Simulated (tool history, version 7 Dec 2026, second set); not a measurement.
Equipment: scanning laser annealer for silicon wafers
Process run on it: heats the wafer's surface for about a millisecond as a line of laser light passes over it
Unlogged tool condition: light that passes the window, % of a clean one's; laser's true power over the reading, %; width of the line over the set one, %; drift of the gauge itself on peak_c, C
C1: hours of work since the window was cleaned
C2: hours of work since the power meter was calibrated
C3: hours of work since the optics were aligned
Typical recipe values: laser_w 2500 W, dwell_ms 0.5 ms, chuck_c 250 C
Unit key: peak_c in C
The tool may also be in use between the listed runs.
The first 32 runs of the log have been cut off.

Run 33, hour 1539.6: usual settings but laser_w 2699 W, dwell_ms 0.566 ms, chuck_c 254 C; C1 260; C2 1724; C3 525. Result: peak_c 1183 C.
Run 34, hour 1570.9: usual settings but laser_w 2619 W, dwell_ms 0.566 ms, chuck_c 254 C; C1 278; C2 1742; C3 543. Result: peak_c 1156 C.
Run 35, hour 1635.4: usual settings but laser_w 2431 W, dwell_ms 0.403 ms; C1 316; C2 1779; C3 580. Result: peak_c 928 C.
Run 36, hour 1684.9: usual settings but dwell_ms 0.353 ms; C1 344; C2 1808; C3 608. Result: peak_c 898 C.
Run 37, hour 1735.2: usual settings but laser_w 2489 W, dwell_ms 0.605 ms, chuck_c 246 C; C1 373; C2 1837; C3 637. Result: peak_c 1130 C.
Run 38, hour 1778.1: usual settings but laser_w 2489 W, dwell_ms 0.605 ms, chuck_c 246 C; C1 398; C2 1861; C3 662. Result: peak_c 1125 C.
Run 39, hour 1828.4: usual settings but laser_w 2489 W, dwell_ms 0.49 ms, chuck_c 262 C; C1 427; C2 1890; C3 691. Result: peak_c 1041 C.
Run 40, hour 1862.5: usual settings but laser_w 2141 W, dwell_ms 0.49 ms, chuck_c 263 C; C1 446; C2 1910; C3 711. Result: peak_c 928 C.
Run 41, hour 1926.6: usual settings but laser_w 2212 W, dwell_ms 0.524 ms, chuck_c 263 C; C1 483; C2 1947; C3 748. Result: peak_c 977 C.

Consider 3 possible next runs. They are alternatives, not a sequence: every one starts from the tool as it was left by run 41. What does each give?
Run A, hour 1966.3: usual settings but laser_w 2440 W, dwell_ms 0.524 ms, chuck_c 257 C; C1 506; C2 1970; C3 770. Result: peak_c ?.
Run B, hour 1966.3: usual settings but chuck_c 286 C; C1 506; C2 1970; C3 770. Result: peak_c ?.
Run C, hour 1966.3: usual settings but laser_w 2587 W, dwell_ms 0.541 ms, chuck_c 263 C; C1 506; C2 1970; C3 770. Result: peak_c ?.

run  peak_c
  A    1049
  B    1077
  C    1121
Without the tool's unlogged condition, the same runs would have read:
run  peak_c
  A    1074
  B    1101
  C    1148
